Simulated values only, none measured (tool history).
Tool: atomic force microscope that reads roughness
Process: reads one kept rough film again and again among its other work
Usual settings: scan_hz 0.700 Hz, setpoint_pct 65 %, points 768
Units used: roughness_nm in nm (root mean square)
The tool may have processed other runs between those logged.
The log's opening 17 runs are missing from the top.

run     day  scan_hz  setpoint_pct  points  roughness_nm
 18  19.100    0.700            65     440         0.821
 19  20.412    0.700            65     440         0.815
 20  21.679    2.256            65     768         0.790
 21  22.512    1.866            71     310         0.761
 22  24.042    0.716            80     508         0.780
     24.629  -- new tip fitted
 23  24.988    1.173            65     748         0.822
 24  26.246    1.173            65     748         0.820
 25  27.429    0.924            77     412         0.802
 26  28.438    0.509            63     266         0.809
 27  29.179    0.509            63     266         0.804
 28  30.400    1.687            65    1016         0.793
 29  31.579    1.687            65    1016         0.790
 30  32.479    0.614            56     488         0.797
     32.696  -- new tip fitted
 31  34.004    0.614            56     478         0.833
 32  35.333    1.426            56     478         0.806
 33  36.488    0.700            55     263         0.810
 34  37.742    0.700            70     263         0.787
 35  38.492    0.700            69     286         0.800
 36  39.208    0.700            69     286         0.791
 37  40.538    0.586            65     609         0.796
     40.704  -- new tip fitted
 38  41.521    0.586            65     609         0.830

Branching from run 38: 4 alternative next runs. What would each branch give?
  A  42.800    0.539            65     768             ?
  B  42.800    0.819            70     526             ?
  C  42.800    0.700            79     768             ?
  D  42.800    0.700            62    1004             ?

run  roughness_nm
  A         0.824
  B         0.818
  C         0.822
  D         0.830
Take away the tool's hidden state, keep each run's random variation, and the runs would have read:
run  roughness_nm
  A         0.843
  B         0.837
  C         0.841
  D         0.849

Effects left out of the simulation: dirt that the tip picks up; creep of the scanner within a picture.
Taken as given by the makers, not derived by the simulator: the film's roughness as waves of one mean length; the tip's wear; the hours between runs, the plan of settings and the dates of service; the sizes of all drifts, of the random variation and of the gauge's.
